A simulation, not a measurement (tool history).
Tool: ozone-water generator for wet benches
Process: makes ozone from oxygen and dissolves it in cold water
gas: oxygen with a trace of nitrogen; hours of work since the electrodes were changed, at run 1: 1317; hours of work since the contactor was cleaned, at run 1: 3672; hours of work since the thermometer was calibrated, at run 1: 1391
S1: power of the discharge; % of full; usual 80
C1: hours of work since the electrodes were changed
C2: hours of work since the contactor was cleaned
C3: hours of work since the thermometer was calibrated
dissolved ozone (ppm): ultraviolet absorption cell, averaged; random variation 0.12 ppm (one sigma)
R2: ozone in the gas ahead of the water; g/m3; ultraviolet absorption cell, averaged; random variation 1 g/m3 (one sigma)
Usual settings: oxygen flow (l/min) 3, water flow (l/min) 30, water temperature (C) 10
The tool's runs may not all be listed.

{"run": 1, "hour": 0.0, "S1": 80, "oxygen flow (l/min)": 3, "water flow (l/min)": 30, "water temperature (C)": 10, "C1": 1317, "C2": 3672, "C3": 1391, "dissolved ozone (ppm)": 11.2, "R2": 179.4}
{"run": 2, "hour": 36.9, "S1": 80, "oxygen flow (l/min)": 3, "water flow (l/min)": 30, "water temperature (C)": 10, "C1": 1352, "C2": 3707, "C3": 1425, "dissolved ozone (ppm)": 11.3, "R2": 179.4}
{"run": 3, "hour": 84.6, "S1": 80, "oxygen flow (l/min)": 3, "water flow (l/min)": 30, "water temperature (C)": 10, "C1": 1396, "C2": 3751, "C3": 1470, "dissolved ozone (ppm)": 10.9, "R2": 180.3}
{"run": 4, "hour": 115.8, "S1": 80, "oxygen flow (l/min)": 3, "water flow (l/min)": 30, "water temperature (C)": 13, "C1": 1426, "C2": 3781, "C3": 1499, "dissolved ozone (ppm)": 10.8, "R2": 179.4}
{"run": 5, "hour": 159.6, "S1": 80, "oxygen flow (l/min)": 3, "water flow (l/min)": 30, "water temperature (C)": 10, "C1": 1467, "C2": 3822, "C3": 1540, "dissolved ozone (ppm)": 11.1, "R2": 179.5}
{"run": 6, "hour": 197.1, "S1": 80, "oxygen flow (l/min)": 3, "water flow (l/min)": 30, "water temperature (C)": 10, "C1": 1502, "C2": 3857, "C3": 1575, "dissolved ozone (ppm)": 11.1, "R2": 179.9}
{"run": 7, "hour": 252.2, "S1": 80, "oxygen flow (l/min)": 2.38, "water flow (l/min)": 30, "water temperature (C)": 10, "C1": 1554, "C2": 3909, "C3": 1627, "dissolved ozone (ppm)": 9.9, "R2": 195.8}
{"run": 8, "hour": 278.7, "S1": 80, "oxygen flow (l/min)": 2.38, "water flow (l/min)": 30, "water temperature (C)": 10, "C1": 1578, "C2": 3933, "C3": 1652, "dissolved ozone (ppm)": 9.9, "R2": 192.3}
{"run": 9, "hour": 307.9, "S1": 80, "oxygen flow (l/min)": 3, "water flow (l/min)": 30, "water temperature (C)": 10, "C1": 1606, "C2": 3961, "C3": 1679, "dissolved ozone (ppm)": 11.2, "R2": 179.3}
{"run": 10, "hour": 347.1, "S1": 80, "oxygen flow (l/min)": 3, "water flow (l/min)": 30, "water temperature (C)": 10, "C1": 1642, "C2": 3997, "C3": 1716, "dissolved ozone (ppm)": 11.1, "R2": 180.8}
{"run": 11, "hour": 400.2, "S1": 80, "oxygen flow (l/min)": 3, "water flow (l/min)": 30, "water temperature (C)": 10, "C1": 1692, "C2": 4047, "C3": 1766, "dissolved ozone (ppm)": 11.1, "R2": 180}
{"run": 12, "hour": 432.6, "S1": 80, "oxygen flow (l/min)": 3, "water flow (l/min)": 30, "water temperature (C)": 10, "C1": 1723, "C2": 4078, "C3": 1796, "dissolved ozone (ppm)": 10.9, "R2": 181.2}
{"run": 13, "hour": 460.7, "S1": 80, "oxygen flow (l/min)": 3, "water flow (l/min)": 30, "water temperature (C)": 10, "C1": 1749, "C2": 4104, "C3": 1823, "dissolved ozone (ppm)": 10.9, "R2": 179.1}
{"run": 14, "hour": 508.3, "S1": 80, "oxygen flow (l/min)": 3, "water flow (l/min)": 30, "water temperature (C)": 17, "C1": 1794, "C2": 4149, "C3": 1867, "dissolved ozone (ppm)": 10.6, "R2": 180.6}
{"run": 15, "hour": 555.8, "S1": 80, "oxygen flow (l/min)": 3, "water flow (l/min)": 30, "water temperature (C)": 17, "C1": 1838, "C2": 4193, "C3": 1912, "dissolved ozone (ppm)": 10.4, "R2": 180.8}
{"run": 16, "hour": 602.2, "S1": 80, "oxygen flow (l/min)": 4.89, "water flow (l/min)": 30, "water temperature (C)": 17, "C1": 1882, "C2": 4237, "C3": 1955, "dissolved ozone (ppm)": 12.9, "R2": 154.6}
{"run": 17, "hour": 634.2, "S1": 90, "oxygen flow (l/min)": 4.34, "water flow (l/min)": 37, "water temperature (C)": 13, "C1": 1912, "C2": 4267, "C3": 1985, "dissolved ozone (ppm)": 11, "R2": 170.8}
{"run": 18, "hour": 681.3, "S1": 90, "oxygen flow (l/min)": 4.34, "water flow (l/min)": 20, "water temperature (C)": 16, "C1": 1956, "C2": 4311, "C3": 2030, "dissolved ozone (ppm)": 18.8, "R2": 169.4}
{"run": 19, "hour": 719.4, "S1": 57, "oxygen flow (l/min)": 2.14, "water flow (l/min)": 30, "water temperature (C)": 11, "C1": 1992, "C2": 4347, "C3": 2065, "dissolved ozone (ppm)": 7.9, "R2": 168.7}
{"run": 20, "hour": 763.3, "S1": 63, "oxygen flow (l/min)": 3, "water flow (l/min)": 30, "water temperature (C)": 10, "C1": 2033, "C2": 4388, "C3": 2106, "dissolved ozone (ppm)": 9.8, "R2": 161.3}
{"run": 21, "hour": 816.5, "S1": 41, "oxygen flow (l/min)": 2.18, "water flow (l/min)": 40, "water temperature (C)": 10, "C1": 2083, "C2": 4438, "C3": 2156, "dissolved ozone (ppm)": 5, "R2": 143.1}
{"run": 22, "hour": 840.1, "S1": 41, "oxygen flow (l/min)": 1.83, "water flow (l/min)": 21, "water temperature (C)": 10, "C1": 2105, "C2": 4460, "C3": 2178, "dissolved ozone (ppm)": 9, "R2": 150.8}
{"run": 23, "hour": 884.1, "S1": 80, "oxygen flow (l/min)": 2.56, "water flow (l/min)": 30, "water temperature (C)": 10, "C1": 2146, "C2": 4501, "C3": 2220, "dissolved ozone (ppm)": 10.4, "R2": 192.7}
{"run": 24, "hour": 919.5, "S1": 80, "oxygen flow (l/min)": 3, "water flow (l/min)": 38, "water temperature (C)": 10, "C1": 2179, "C2": 4534, "C3": 2253, "dissolved ozone (ppm)": 8.3, "R2": 182.4}
{"run": 25, "hour": 966.8, "S1": 75, "oxygen flow (l/min)": 3.57, "water flow (l/min)": 41, "water temperature (C)": 11, "C1": 2224, "C2": 4579, "C3": 2297, "dissolved ozone (ppm)": 7.9, "R2": 166.4}
{"run": 26, "hour": 1020.2, "S1": 80, "oxygen flow (l/min)": 4.53, "water flow (l/min)": 36, "water temperature (C)": 11, "C1": 2274, "C2": 4629, "C3": 2347, "dissolved ozone (ppm)": 10.9, "R2": 158.3}

Forecast run 27:
{"run": 27, "hour": 1062.5, "S1": 80, "oxygen flow (l/min)": 2.98, "water flow (l/min)": 30, "water temperature (C)": 10, "C1": 2313, "C2": 4668, "C3": 2387, "dissolved ozone (ppm)": "?", "R2": "?"}

dissolved ozone (ppm): 11.1
R2: 183.2 g/m3
Without the tool's hidden state the same run would have given dissolved ozone (ppm) 11.1, R2 179 g/m3.

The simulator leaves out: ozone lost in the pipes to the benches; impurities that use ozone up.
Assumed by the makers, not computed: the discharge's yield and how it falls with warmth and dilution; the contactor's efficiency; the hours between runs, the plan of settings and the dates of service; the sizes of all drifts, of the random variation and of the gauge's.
